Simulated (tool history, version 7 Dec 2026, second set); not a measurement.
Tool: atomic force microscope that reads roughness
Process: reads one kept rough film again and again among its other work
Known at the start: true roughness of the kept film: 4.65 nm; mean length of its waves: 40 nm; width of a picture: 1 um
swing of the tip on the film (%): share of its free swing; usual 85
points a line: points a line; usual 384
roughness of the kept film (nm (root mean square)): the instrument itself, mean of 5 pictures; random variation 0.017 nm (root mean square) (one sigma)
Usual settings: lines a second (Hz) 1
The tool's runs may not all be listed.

run  hour  lines a second (Hz)  swing of the tip on the film (%)  points a line  roughness of the kept film (nm (root mean square))
  1     0                    1                                85            384                                               3.745
  2  10.8                    1                                85            384                                               3.658
  3  16.1                    1                                81            384                                               3.631
  4  21.9                    1                                81            384                                               3.603
     28.7  -- new tip fitted
  5    34                    1                                85            989                                               4.169
  6  42.4                    1                                85            989                                               4.037
  7  54.4                    1                                85            989                                               3.924
  8  59.4                 1.67                                62            384                                               3.952
  9  65.5                 1.12                                77            384                                               3.817
 10  72.2                 2.44                                82            434                                               3.583
 11  83.7                 2.44                                82            434                                               3.504
 12  93.9                 2.44                                82            434                                               3.421

Forecast each of these 4 alternatives for the next run:
     100.2  -- new tip fitted
  A  103.6                 2.44                                69            444                                                   ?
     100.2  -- new tip fitted
  B  103.6                  0.7                                85            259                                                   ?
     100.2  -- new tip fitted
  C  103.6                 2.44                                57            351                                                   ?
     100.2  -- new tip fitted
  D  103.6                 2.44                                58            434                                                   ?

run  roughness of the kept film (nm (root mean square))
  A                                               4.109
  B                                               4.191
  C                                               4.217
  D                                               4.214
Without the tool's hidden state the same runs would have given:
run  roughness of the kept film (nm (root mean square))
  A                                               4.171
  B                                               4.254
  C                                               4.281
  D                                               4.278

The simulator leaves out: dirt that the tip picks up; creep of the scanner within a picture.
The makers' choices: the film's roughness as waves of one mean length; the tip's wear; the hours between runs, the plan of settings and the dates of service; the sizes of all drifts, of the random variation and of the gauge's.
